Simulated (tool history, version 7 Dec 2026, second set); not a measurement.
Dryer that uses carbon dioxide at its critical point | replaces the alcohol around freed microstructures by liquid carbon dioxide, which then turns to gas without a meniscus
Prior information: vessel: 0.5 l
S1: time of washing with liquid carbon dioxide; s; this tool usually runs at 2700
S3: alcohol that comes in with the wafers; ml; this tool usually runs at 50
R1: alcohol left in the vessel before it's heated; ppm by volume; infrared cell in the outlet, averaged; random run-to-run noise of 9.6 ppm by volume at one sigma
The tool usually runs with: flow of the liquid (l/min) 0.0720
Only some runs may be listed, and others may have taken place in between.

Run 1, hour 0.0: usual settings. Result: R1 655 ppm by volume.
Run 2, hour 5.5: usual settings. Result: R1 683 ppm by volume.
Run 3, hour 10.7: usual settings. Result: R1 658 ppm by volume.
Run 4, hour 17.7: usual settings. Result: R1 677 ppm by volume.
Run 5, hour 25.4: usual settings but flow of the liquid (l/min) 0.0581. Result: R1 1765 ppm by volume.
Run 6, hour 31.2: usual settings. Result: R1 692 ppm by volume.
Run 7, hour 36.4: usual settings. Result: R1 659 ppm by volume.
Run 8, hour 43.6: usual settings. Result: R1 674 ppm by volume.
Run 9, hour 47.8: usual settings. Result: R1 672 ppm by volume.
Run 10, hour 56.3: usual settings but S3 28 ml. Result: R1 388 ppm by volume.
Run 11, hour 63.6: usual settings but S3 28 ml. Result: R1 392 ppm by volume.
Run 12, hour 73.1: usual settings but S3 28 ml. Result: R1 412 ppm by volume.
Run 13, hour 82.5: usual settings but S3 60 ml. Result: R1 832 ppm by volume.
Run 14, hour 90.6: usual settings but S3 60 ml. Result: R1 842 ppm by volume.
Run 15, hour 96.4: usual settings. Result: R1 696 ppm by volume.
Run 16, hour 100.9: usual settings. Result: R1 706 ppm by volume.
Run 17, hour 108.1: usual settings. Result: R1 704 ppm by volume.
Run 18, hour 116.3: usual settings. Result: R1 707 ppm by volume.
Run 19, hour 125.2: usual settings. Result: R1 709 ppm by volume.
Run 20, hour 134.7: usual settings. Result: R1 739 ppm by volume.
Run 21, hour 141.4: usual settings. Result: R1 709 ppm by volume.
Run 22, hour 147.8: usual settings. Result: R1 731 ppm by volume.
Run 23, hour 152.6: usual settings but S3 73 ml. Result: R1 1055 ppm by volume.
Run 24, hour 157.6: usual settings but flow of the liquid (l/min) 0.1169, S3 73 ml. Result: R1 53 ppm by volume.
Run 25, hour 166.9: usual settings but flow of the liquid (l/min) 0.0965, S3 116 ml. Result: R1 326 ppm by volume.
Run 26, hour 175.4: usual settings but flow of the liquid (l/min) 0.0437, S3 79 ml. Result: R1 8044 ppm by volume.
Run 27, hour 181.0: usual settings but flow of the liquid (l/min) 0.0660, S3 38 ml. Result: R1 859 ppm by volume.
Run 28, hour 189.2: usual settings but S1 3180 s, flow of the liquid (l/min) 0.0777, S3 23 ml. Result: R1 104 ppm by volume.
Run 29, hour 196.8: usual settings but S1 3180 s, flow of the liquid (l/min) 0.0777, S3 23 ml. Result: R1 99 ppm by volume.
Run 30, hour 203.8: usual settings but S1 1740 s, flow of the liquid (l/min) 0.0962. Result: R1 1506 ppm by volume.
Run 31, hour 209.0: usual settings but S1 1740 s, flow of the liquid (l/min) 0.0962. Result: R1 1498 ppm by volume.
Run 32, hour 213.7: usual settings but S1 1740 s, flow of the liquid (l/min) 0.0962. Result: R1 1465 ppm by volume.
Run 33, hour 222.1: usual settings but S1 3720 s, flow of the liquid (l/min) 0.0958, S3 78 ml. Result: R1 24 ppm by volume.
Run 34, hour 230.3: usual settings but S1 3240 s, flow of the liquid (l/min) 0.1140. Result: R1 24 ppm by volume.
Run 35, hour 235.5: usual settings but S1 3240 s, flow of the liquid (l/min) 0.1140. Result: R1 23 ppm by volume.
Run 36, hour 241.2: usual settings but S1 3240 s, flow of the liquid (l/min) 0.1140. Result: R1 23 ppm by volume.
Run 37, hour 250.4: usual settings but S1 3240 s, flow of the liquid (l/min) 0.1140. Result: R1 33 ppm by volume.
Run 38, hour 259.2: usual settings but S1 1860 s, flow of the liquid (l/min) 0.0994. Result: R1 1011 ppm by volume.
Run 39, hour 268.7: usual settings but S1 1860 s, flow of the liquid (l/min) 0.0994. Result: R1 1007 ppm by volume.
Run 40, hour 278.3: usual settings but S1 1860 s, flow of the liquid (l/min) 0.0994. Result: R1 992 ppm by volume.
Run 41, hour 286.3: usual settings but flow of the liquid (l/min) 0.0870. Result: R1 288 ppm by volume.
Run 42, hour 290.5: usual settings but S1 2820 s, flow of the liquid (l/min) 0.0463, S3 92 ml. Result: R1 7326 ppm by volume.
Run 43, hour 295.9: usual settings but S1 2820 s, flow of the liquid (l/min) 0.0463, S3 92 ml. Result: R1 7364 ppm by volume.
Run 44, hour 301.5: usual settings but S1 2820 s, flow of the liquid (l/min) 0.0463, S3 92 ml. Result: R1 7164 ppm by volume.
Run 45, hour 306.3: usual settings but S1 1980 s, S3 25 ml. Result: R1 1483 ppm by volume.
Run 46, hour 315.4: usual settings but S1 1980 s, S3 25 ml. Result: R1 1461 ppm by volume.

Predict each of these 3 candidate next runs independently; none follows another, all start after run 46:
Run A, hour 321.5: usual settings but S1 3060 s. Result: R1 ?.
Run B, hour 321.5: usual settings but S1 1980 s, flow of the liquid (l/min) 0.1115, S3 25 ml. Result: R1 ?.
Run C, hour 321.5: usual settings but S1 2100 s, flow of the liquid (l/min) 0.0927, S3 53 ml. Result: R1 ?.

run   R1
  A  433
  B  222
  C  831
With the hidden condition removed and each run's random variation left untouched, the same runs would have given:
run   R1
  A  271
  B  136
  C  552
